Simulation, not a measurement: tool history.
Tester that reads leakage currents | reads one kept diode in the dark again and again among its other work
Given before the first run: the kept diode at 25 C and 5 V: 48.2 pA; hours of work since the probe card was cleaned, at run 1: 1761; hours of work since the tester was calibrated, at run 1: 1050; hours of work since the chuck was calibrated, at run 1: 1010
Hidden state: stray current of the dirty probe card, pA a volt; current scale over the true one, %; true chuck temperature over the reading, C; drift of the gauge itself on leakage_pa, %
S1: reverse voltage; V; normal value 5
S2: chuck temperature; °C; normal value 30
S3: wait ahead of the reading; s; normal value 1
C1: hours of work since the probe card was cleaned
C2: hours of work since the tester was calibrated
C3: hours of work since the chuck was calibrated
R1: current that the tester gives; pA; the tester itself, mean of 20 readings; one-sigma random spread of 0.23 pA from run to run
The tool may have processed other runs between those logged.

run 1 day=0 | S1=5 S2=30 S3=1 | C1=1761 C2=1050 C3=1010 | R1=80.46
run 2 day=3.546 | S1=1.36 S2=30 S3=1 | C1=1808 C2=1097 C3=1057 | R1=37.22
run 3 day=11.833 | S1=1.36 S2=30 S3=1 | C1=1918 C2=1208 C3=1167 | R1=37.61
run 4 day=15.954 | S1=1.36 S2=30 S3=1 | C1=1973 C2=1262 C3=1222 | R1=37.72
run 5 day=23.971 | S1=1.36 S2=30 S3=1 | C1=2079 C2=1369 C3=1329 | R1=38.1
run 6 day=30.933 | S1=1.36 S2=30 S3=1 | C1=2172 C2=1462 C3=1421 | R1=38.07
run 7 day=35.333 | S1=5 S2=30 S3=1 | C1=2231 C2=1520 C3=1480 | R1=83.52
run 8 day=43.388 | S1=5 S2=30 S3=1 | C1=2338 C2=1627 C3=1587 | R1=83.99
-- day=49.908 probe card cleaned and baked
run 9 day=50.642 | S1=5 S2=30 S3=1 | C1=10 C2=1722 C3=1682 | R1=82.16
run 10 day=54.433 | S1=5 S2=30 S3=1 | C1=60 C2=1773 C3=1732 | R1=82.53
run 11 day=62.896 | S1=5.97 S2=30 S3=1 | C1=173 C2=1885 C3=1845 | R1=91.94
-- day=68.883 chuck's temperature calibrated
run 12 day=70.912 | S1=5.97 S2=30 S3=1 | C1=278 C2=1991 C3=27 | R1=93.9
run 13 day=75.362 | S1=5 S2=30 S3=1 | C1=337 C2=2050 C3=86 | R1=85.53
run 14 day=78.892 | S1=5 S2=30 S3=1 | C1=384 C2=2097 C3=133 | R1=85.99
run 15 day=87.25 | S1=5 S2=30 S3=1.26 | C1=495 C2=2208 C3=244 | R1=86.57
run 16 day=93.65 | S1=5 S2=30 S3=1.26 | C1=581 C2=2293 C3=329 | R1=86.5
-- day=96.871 chuck's temperature calibrated, once more
run 17 day=99.538 | S1=5 S2=30 S3=1.26 | C1=658 C2=2370 C3=35 | R1=74.3
run 18 day=107.575 | S1=5 S2=30 S3=1.26 | C1=765 C2=2477 C3=142 | R1=75.19
run 19 day=111.138 | S1=5 S2=36 S3=1.26 | C1=812 C2=2524 C3=190 | R1=121.95
run 20 day=116.35 | S1=5 S2=36 S3=1.26 | C1=881 C2=2594 C3=259 | R1=122.48
run 21 day=121.908 | S1=5 S2=23 S3=0.8 | C1=955 C2=2668 C3=333 | R1=42.81
run 22 day=125.546 | S1=2.59 S2=22 S3=0.65 | C1=1004 C2=2716 C3=381 | R1=26.85
run 23 day=130.246 | S1=7.94 S2=43 S3=1 | C1=1066 C2=2779 C3=444 | R1=282.12
run 24 day=133.679 | S1=5 S2=33 S3=1.44 | C1=1112 C2=2824 C3=489 | R1=97.96
run 25 day=139.421 | S1=2.7 S2=22 S3=1.44 | C1=1188 C2=2901 C3=566 | R1=27.5
run 26 day=146.788 | S1=17.92 S2=26 S3=2.07 | C1=1286 C2=2999 C3=664 | R1=120.84
run 27 day=150.483 | S1=17.92 S2=26 S3=2.07 | C1=1335 C2=3048 C3=713 | R1=122.26
run 28 day=157.321 | S1=5.98 S2=43 S3=8.92 | C1=1426 C2=3139 C3=804 | R1=242.57
run 29 day=160.854 | S1=1.07 S2=29 S3=1 | C1=1473 C2=3186 C3=851 | R1=29.13
run 30 day=164.712 | S1=1.07 S2=29 S3=1 | C1=1525 C2=3237 C3=902 | R1=29.45
run 31 day=172.617 | S1=9.88 S2=29 S3=2.89 | C1=1630 C2=3342 C3=1007 | R1=109.89
run 32 day=177.167 | S1=6.81 S2=37 S3=1.53 | C1=1690 C2=3403 C3=1068 | R1=167.64
run 33 day=183.596 | S1=12.74 S2=30 S3=1.73 | C1=1776 C2=3488 C3=1153 | R1=141.6
run 34 day=188.904 | S1=12.74 S2=30 S3=1.73 | C1=1846 C2=3559 C3=1224 | R1=142.06
run 35 day=194.125 | S1=12.74 S2=41 S3=3.98 | C1=1916 C2=3628 C3=1293 | R1=335.17
run 36 day=198.608 | S1=19.96 S2=41 S3=3.98 | C1=1975 C2=3688 C3=1353 | R1=437.08
run 37 day=202.192 | S1=19.96 S2=41 S3=3.98 | C1=2023 C2=3735 C3=1401 | R1=440.92
run 38 day=206.629 | S1=19.96 S2=41 S3=3.98 | C1=2082 C2=3794 C3=1460 | R1=441.93
run 39 day=212.771 | S1=19.96 S2=41 S3=3.98 | C1=2164 C2=3876 C3=1541 | R1=443.78

What if the next run were any one of these 4? Each begins from the tool's condition after run 39:
run A day=217.196 | S1=6.89 S2=41 S3=8.61 | C1=2223 C2=3935 C3=1600 | R1=?
run B day=217.196 | S1=5 S2=22 S3=3.28 | C1=2223 C2=3935 C3=1600 | R1=?
run C day=217.196 | S1=3.57 S2=21 S3=8.67 | C1=2223 C2=3935 C3=1600 | R1=?
run D day=217.196 | S1=7.52 S2=41 S3=0.59 | C1=2223 C2=3935 C3=1600 | R1=?

run=A R1=237.4
run=B R1=43.06
run=C R1=32.46
run=D R1=251.22
The same runs, with their run-to-run variation unchanged, on a tool lacking any hidden condition would have given:
run=A R1=215.55
run=B R1=37.09
run=C R1=28.02
run=D R1=228.1

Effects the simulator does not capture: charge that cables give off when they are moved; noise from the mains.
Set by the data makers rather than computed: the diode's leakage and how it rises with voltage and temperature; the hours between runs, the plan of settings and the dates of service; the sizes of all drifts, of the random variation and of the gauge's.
